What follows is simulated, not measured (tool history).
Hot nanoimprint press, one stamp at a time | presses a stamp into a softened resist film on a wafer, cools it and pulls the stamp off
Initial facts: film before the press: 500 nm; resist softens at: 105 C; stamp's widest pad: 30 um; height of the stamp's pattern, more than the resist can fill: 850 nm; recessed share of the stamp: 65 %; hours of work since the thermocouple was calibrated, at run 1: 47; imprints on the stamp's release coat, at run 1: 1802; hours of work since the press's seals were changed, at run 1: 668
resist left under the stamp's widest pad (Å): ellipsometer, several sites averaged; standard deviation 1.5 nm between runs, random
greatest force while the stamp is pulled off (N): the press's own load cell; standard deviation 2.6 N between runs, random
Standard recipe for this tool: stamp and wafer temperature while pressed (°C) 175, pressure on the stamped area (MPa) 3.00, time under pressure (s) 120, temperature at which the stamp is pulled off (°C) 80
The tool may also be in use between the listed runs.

| run | hour | stamp and wafer temperature while pressed (°C) | pressure on the stamped area (MPa) | time under pressure (s) | temperature at which the stamp is pulled off (°C) | hours of work since the thermocouple was calibrated | imprints on the stamp's release coat | hours of work since the press's seals were changed | resist left under the stamp's widest pad (Å) | greatest force while the stamp is pulled off (N) |
|---|---|---|---|---|---|---|---|---|---|---|
| 1 | 0.0 | 175 | 3.00 | 120 | 80 | 47 | 1802 | 668 | 2805 | 176 |
|  | 43.3 | stamp cleaned and given a new release coat |
| 2 | 45.1 | 175 | 3.00 | 120 | 80 | 78 | 6 | 698 | 2789 | 119 |
| 3 | 79.9 | 175 | 3.00 | 159 | 80 | 105 | 111 | 726 | 2589 | 121 |
| 4 | 98.3 | 175 | 3.00 | 159 | 80 | 120 | 166 | 740 | 2568 | 120 |
| 5 | 124.8 | 175 | 3.00 | 159 | 80 | 140 | 246 | 761 | 2589 | 124 |
| 6 | 156.7 | 175 | 3.00 | 159 | 80 | 166 | 343 | 786 | 2536 | 128 |
| 7 | 198.4 | 183 | 4.19 | 159 | 67 | 198 | 469 | 819 | 1512 | 145 |
| 8 | 226.8 | 169 | 4.70 | 66 | 67 | 221 | 554 | 841 | 3352 | 146 |
| 9 | 257.4 | 169 | 4.70 | 66 | 67 | 245 | 647 | 865 | 3380 | 158 |
| 10 | 286.3 | 169 | 4.70 | 66 | 67 | 267 | 734 | 888 | 3370 | 157 |
| 11 | 325.8 | 167 | 2.10 | 64 | 85 | 298 | 853 | 919 | 4432 | 134 |
| 12 | 356.8 | 175 | 3.00 | 110 | 78 | 323 | 947 | 943 | 2799 | 148 |

Branching from run 12: 3 alternative next runs. What would each branch give?
| A | 392.3 | 175 | 2.57 | 110 | 78 | 351 | 1054 | 971 | ? | ? |
| B | 392.3 | 175 | 2.73 | 231 | 85 | 351 | 1054 | 971 | ? | ? |
| C | 392.3 | 175 | 3.00 | 120 | 74 | 351 | 1054 | 971 | ? | ? |

| run | resist left under the stamp's widest pad (Å) | greatest force while the stamp is pulled off (N) |
|---|---|---|
| A | 2993 | 150 |
| B | 2339 | 138 |
| C | 2749 | 154 |
Without the tool's hidden state the same runs would have given:
| run | resist left under the stamp's widest pad (Å) | greatest force while the stamp is pulled off (N) |
|---|---|---|
| A | 3045 | 117 |
| B | 2381 | 108 |
| C | 2784 | 120 |
